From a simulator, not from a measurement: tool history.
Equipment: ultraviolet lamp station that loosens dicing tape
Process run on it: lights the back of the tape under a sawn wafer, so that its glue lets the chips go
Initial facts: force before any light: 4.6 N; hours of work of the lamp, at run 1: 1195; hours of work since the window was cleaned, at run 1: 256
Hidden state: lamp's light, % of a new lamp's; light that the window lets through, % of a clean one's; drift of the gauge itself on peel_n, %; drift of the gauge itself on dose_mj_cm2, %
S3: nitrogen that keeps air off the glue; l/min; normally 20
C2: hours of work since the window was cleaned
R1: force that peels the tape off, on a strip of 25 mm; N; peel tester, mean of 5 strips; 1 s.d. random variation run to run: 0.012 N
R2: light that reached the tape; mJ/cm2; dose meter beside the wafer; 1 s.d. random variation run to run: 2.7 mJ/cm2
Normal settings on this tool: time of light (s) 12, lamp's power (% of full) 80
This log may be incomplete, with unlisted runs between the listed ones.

{"run": 1, "hour": 0.0, "time of light (s)": 12, "lamp's power (% of full)": 80, "S3": 20, "hours of work of the lamp": 1195, "C2": 256, "R1": 0.57, "R2": 349}
{"hour": 67.0, "done": "lamp changed"}
{"run": 2, "hour": 87.7, "time of light (s)": 12, "lamp's power (% of full)": 80, "S3": 20, "hours of work of the lamp": 15, "C2": 319, "R1": 0.576, "R2": 348}
{"run": 3, "hour": 163.0, "time of light (s)": 12, "lamp's power (% of full)": 80, "S3": 20, "hours of work of the lamp": 69, "C2": 373, "R1": 0.558, "R2": 351}
{"run": 4, "hour": 214.7, "time of light (s)": 12, "lamp's power (% of full)": 80, "S3": 20, "hours of work of the lamp": 106, "C2": 410, "R1": 0.559, "R2": 347}
{"run": 5, "hour": 266.5, "time of light (s)": 12, "lamp's power (% of full)": 80, "S3": 20, "hours of work of the lamp": 144, "C2": 448, "R1": 0.563, "R2": 351}
{"run": 6, "hour": 343.2, "time of light (s)": 12, "lamp's power (% of full)": 80, "S3": 20, "hours of work of the lamp": 199, "C2": 503, "R1": 0.583, "R2": 349}
{"run": 7, "hour": 390.5, "time of light (s)": 12, "lamp's power (% of full)": 80, "S3": 15, "hours of work of the lamp": 233, "C2": 537, "R1": 0.65, "R2": 347}
{"hour": 411.7, "done": "window cleaned of glue's vapour"}
{"run": 8, "hour": 454.7, "time of light (s)": 12, "lamp's power (% of full)": 80, "S3": 15, "hours of work of the lamp": 279, "C2": 31, "R1": 0.634, "R2": 353}
{"run": 9, "hour": 528.4, "time of light (s)": 8, "lamp's power (% of full)": 80, "S3": 20, "hours of work of the lamp": 332, "C2": 84, "R1": 1.055, "R2": 230}
{"run": 10, "hour": 605.7, "time of light (s)": 12, "lamp's power (% of full)": 68, "S3": 20, "hours of work of the lamp": 388, "C2": 140, "R1": 0.703, "R2": 301}
{"run": 11, "hour": 656.9, "time of light (s)": 8, "lamp's power (% of full)": 68, "S3": 20, "hours of work of the lamp": 425, "C2": 177, "R1": 1.321, "R2": 198}
{"run": 12, "hour": 701.2, "time of light (s)": 9, "lamp's power (% of full)": 80, "S3": 20, "hours of work of the lamp": 457, "C2": 209, "R1": 0.887, "R2": 258}
{"run": 13, "hour": 782.7, "time of light (s)": 9, "lamp's power (% of full)": 80, "S3": 20, "hours of work of the lamp": 515, "C2": 267, "R1": 0.951, "R2": 261}
{"run": 14, "hour": 842.5, "time of light (s)": 9, "lamp's power (% of full)": 80, "S3": 20, "hours of work of the lamp": 559, "C2": 310, "R1": 0.874, "R2": 264}
{"run": 15, "hour": 898.7, "time of light (s)": 9, "lamp's power (% of full)": 80, "S3": 20, "hours of work of the lamp": 599, "C2": 351, "R1": 0.916, "R2": 263}
{"run": 16, "hour": 984.8, "time of light (s)": 17, "lamp's power (% of full)": 80, "S3": 31, "hours of work of the lamp": 661, "C2": 413, "R1": 0.255, "R2": 493}
{"run": 17, "hour": 1034.3, "time of light (s)": 17, "lamp's power (% of full)": 80, "S3": 31, "hours of work of the lamp": 697, "C2": 449, "R1": 0.269, "R2": 492}
{"run": 18, "hour": 1075.1, "time of light (s)": 9, "lamp's power (% of full)": 80, "S3": 14, "hours of work of the lamp": 726, "C2": 478, "R1": 1.033, "R2": 263}
{"run": 19, "hour": 1130.4, "time of light (s)": 12, "lamp's power (% of full)": 75, "S3": 14, "hours of work of the lamp": 766, "C2": 518, "R1": 0.728, "R2": 327}
{"hour": 1176.0, "done": "window cleaned of glue's vapour"}
{"run": 20, "hour": 1194.9, "time of light (s)": 12, "lamp's power (% of full)": 80, "S3": 20, "hours of work of the lamp": 812, "C2": 14, "R1": 0.565, "R2": 355}
{"run": 21, "hour": 1275.5, "time of light (s)": 12, "lamp's power (% of full)": 80, "S3": 20, "hours of work of the lamp": 870, "C2": 72, "R1": 0.557, "R2": 350}
{"run": 22, "hour": 1314.1, "time of light (s)": 10, "lamp's power (% of full)": 80, "S3": 20, "hours of work of the lamp": 898, "C2": 99, "R1": 0.778, "R2": 293}
{"run": 23, "hour": 1389.2, "time of light (s)": 24, "lamp's power (% of full)": 80, "S3": 20, "hours of work of the lamp": 952, "C2": 154, "R1": 0.201, "R2": 701}
{"run": 24, "hour": 1478.7, "time of light (s)": 24, "lamp's power (% of full)": 80, "S3": 20, "hours of work of the lamp": 1017, "C2": 218, "R1": 0.196, "R2": 696}
{"run": 25, "hour": 1546.7, "time of light (s)": 15, "lamp's power (% of full)": 99, "S3": 25, "hours of work of the lamp": 1066, "C2": 267, "R1": 0.253, "R2": 537}

Branching from run 25: 3 alternative next runs. What would each branch give?
{"run": "A", "hour": 1613.8, "time of light (s)": 8, "lamp's power (% of full)": 89, "S3": 28, "hours of work of the lamp": 1114, "C2": 316, "R1": "?", "R2": "?"}
{"run": "B", "hour": 1613.8, "time of light (s)": 11, "lamp's power (% of full)": 80, "S3": 17, "hours of work of the lamp": 1114, "C2": 316, "R1": "?", "R2": "?"}
{"run": "C", "hour": 1613.8, "time of light (s)": 12, "lamp's power (% of full)": 82, "S3": 25, "hours of work of the lamp": 1114, "C2": 316, "R1": "?", "R2": "?"}

run=A R1=0.835 R2=257
run=B R1=0.722 R2=321
run=C R1=0.475 R2=357
What these runs would have given with no unlogged condition in the tool:
run=A R1=0.833 R2=257
run=B R1=0.720 R2=321
run=C R1=0.474 R2=358
